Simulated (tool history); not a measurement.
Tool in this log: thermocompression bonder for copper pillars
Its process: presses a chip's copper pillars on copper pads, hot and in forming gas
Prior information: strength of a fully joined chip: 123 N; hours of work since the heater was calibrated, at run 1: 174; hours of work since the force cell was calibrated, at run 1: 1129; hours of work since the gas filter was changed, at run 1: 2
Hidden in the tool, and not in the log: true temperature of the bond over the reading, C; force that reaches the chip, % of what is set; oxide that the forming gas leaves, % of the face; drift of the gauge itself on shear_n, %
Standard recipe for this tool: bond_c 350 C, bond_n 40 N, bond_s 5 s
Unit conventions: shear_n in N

run    hour  bond_c  bond_n  bond_s  hours of work since the heater was calibrated  hours of work since the force cell was calibrated  hours of work since the gas filter was changed  shear_n
  1     0.0     350      40       5                                            174                                               1129                                               2     73.0
  2    31.9     350      40      10                                            195                                               1150                                              23     87.0
  3    70.2     350      40      10                                            220                                               1175                                              49     87.2
  4   112.9     350      40      10                                            248                                               1203                                              77     85.3
  5   137.0     350      40      10                                            264                                               1219                                              93     85.7
  6   173.7     350      40      10                                            288                                               1243                                             117     82.8
  7   194.9     350      40       5                                            302                                               1257                                             131     68.3
  8   231.7     350      40       5                                            326                                               1281                                             155     67.2
  9   269.2     350      40       5                                            351                                               1306                                             180     68.4
      287.0  -- forming gas filter changed
 10   307.3     350      40       5                                            376                                               1331                                              13     73.9
 11   333.5     350      40       7                                            393                                               1348                                              31     79.2
 12   356.5     350      48       7                                            408                                               1363                                              46     83.2
 13   383.4     350      48       7                                            426                                               1381                                              63     83.2
 14   414.2     350      48       7                                            446                                               1401                                              84     85.0
 15   454.3     350      30       5                                            473                                               1427                                             110     62.0
 16   487.3     339      40       5                                            494                                               1449                                             132     63.3
 17   512.0     350      40       5                                            510                                               1465                                             148     70.1
 18   543.8     350      40       5                                            531                                               1486                                             169     68.2
      575.9  -- forming gas filter changed
 19   594.9     350      40       5                                            565                                               1520                                              13     73.3
 20   638.5     350      40       5                                            593                                               1548                                              41     72.6
 21   687.2     350      40      13                                            626                                               1580                                              73     91.8
 22   718.7     350      40      13                                            646                                               1601                                              94     91.9
 23   754.1     350      40      13                                            670                                               1624                                             117     89.4
 24   801.9     350      40      13                                            701                                               1656                                             149     90.0
 25   824.2     350      40      13                                            716                                               1670                                             163     88.1
 26   850.9     331      32       7                                            733                                               1688                                             181     60.8
      865.2  -- forming gas filter changed
 27   900.9     334      32       5                                            766                                               1721                                              24     59.2
 28   936.1     327      37       5                                            789                                               1744                                              47     58.8
 29   974.4     344      56       5                                            814                                               1769                                              72     79.3
 30  1009.6     372      50       6                                            837                                               1792                                              95     92.5
 31  1048.7     372      50       6                                            863                                               1818                                             121     90.9
 32  1070.9     344      46       8                                            878                                               1833                                             135     81.3
 33  1099.2     344      46       8                                            896                                               1851                                             154     80.5
 34  1124.1     344      46       8                                            913                                               1868                                             170     78.8
     1154.8  -- forming gas filter changed
 35  1166.0     344      46       8                                            940                                               1895                                               7     85.6
 36  1211.0     378      29       8                                            970                                               1924                                              37     89.5
 37  1261.5     350      57       5                                           1003                                               1958                                              70     83.1
 38  1289.0     364      57      10                                           1021                                               1976                                              88     98.1
     1304.8  -- force cell calibrated
 39  1319.2     332      32       8                                           1040                                                  9                                             107     68.5

Consider 4 possible next runs. They are alternatives, not a sequence: every one starts from the tool as it was left by run 39. What does each give?
  A  1355.1     350      45       5                                           1064                                                 33                                             131        ?
  B  1355.1     332      57       8                                           1064                                                 33                                             131        ?
  C  1355.1     332      25       8                                           1064                                                 33                                             131        ?
  D  1355.1     350      28      11                                           1064                                                 33                                             131        ?

run  shear_n
  A     76.1
  B     83.7
  C     62.0
  D     80.6
Had the tool no hidden state, the same runs would have come out as:
run  shear_n
  A     76.5
  B     84.4
  C     61.3
  D     81.3
